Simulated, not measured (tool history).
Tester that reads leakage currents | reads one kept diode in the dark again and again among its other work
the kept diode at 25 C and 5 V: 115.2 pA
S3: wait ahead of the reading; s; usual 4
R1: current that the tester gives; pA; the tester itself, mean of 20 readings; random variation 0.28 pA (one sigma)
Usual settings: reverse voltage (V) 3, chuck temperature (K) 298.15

Run 1, hour 0: usual settings. Result: R1 91.07 pA.
Run 2, hour 205.6: usual settings. Result: R1 89.88 pA.
Run 3, hour 387.3: usual settings. Result: R1 89.29 pA.
Run 4, hour 513.3: usual settings. Result: R1 88.74 pA.
Run 5, hour 652.2: usual settings. Result: R1 89.18 pA.
At hour 775.4: chuck's temperature calibrated.
Run 6, hour 775.4: usual settings but S3 1.08 s. Result: R1 94.29 pA.
Run 7, hour 870.7: usual settings but S3 1.08 s. Result: R1 93.64 pA.
Run 8, hour 974.7: usual settings but S3 0.45 s. Result: R1 94.64 pA.
Run 9, hour 1084.7: usual settings but S3 0.45 s. Result: R1 94.46 pA.
Run 10, hour 1272.5: usual settings but S3 0.45 s. Result: R1 93.98 pA.
Run 11, hour 1478.7: usual settings but S3 0.45 s. Result: R1 93.37 pA.
Run 12, hour 1687.2: usual settings. Result: R1 91.75 pA.
Run 13, hour 1826.4: usual settings. Result: R1 90.71 pA.
Run 14, hour 1921.1: usual settings. Result: R1 91.05 pA.
Run 15, hour 2125.7: usual settings. Result: R1 89.9 pA.
At hour 2154.2: chuck's temperature calibrated.
Run 16, hour 2273.6: usual settings but chuck temperature (K) 332.15. Result: R1 1192.92 pA.
Run 17, hour 2365.1: usual settings but chuck temperature (K) 326.15. Result: R1 794.33 pA.
Run 18, hour 2480.8: usual settings but reverse voltage (V) 2.61. Result: R1 90.1 pA.
Run 19, hour 2674.1: usual settings but reverse voltage (V) 2.61. Result: R1 89.41 pA.
Run 20, hour 2822.1: usual settings but chuck temperature (K) 311.15. Result: R1 262.93 pA.

The next listed run, before its measurement:
Run 21, hour 2990.9: usual settings but chuck temperature (K) 313.15, S3 0.93 s. Result: R1 ?.

Run 21 gave R1 302.69 pA.
Without the tool's hidden state the same run would have given R1 305.68 pA.
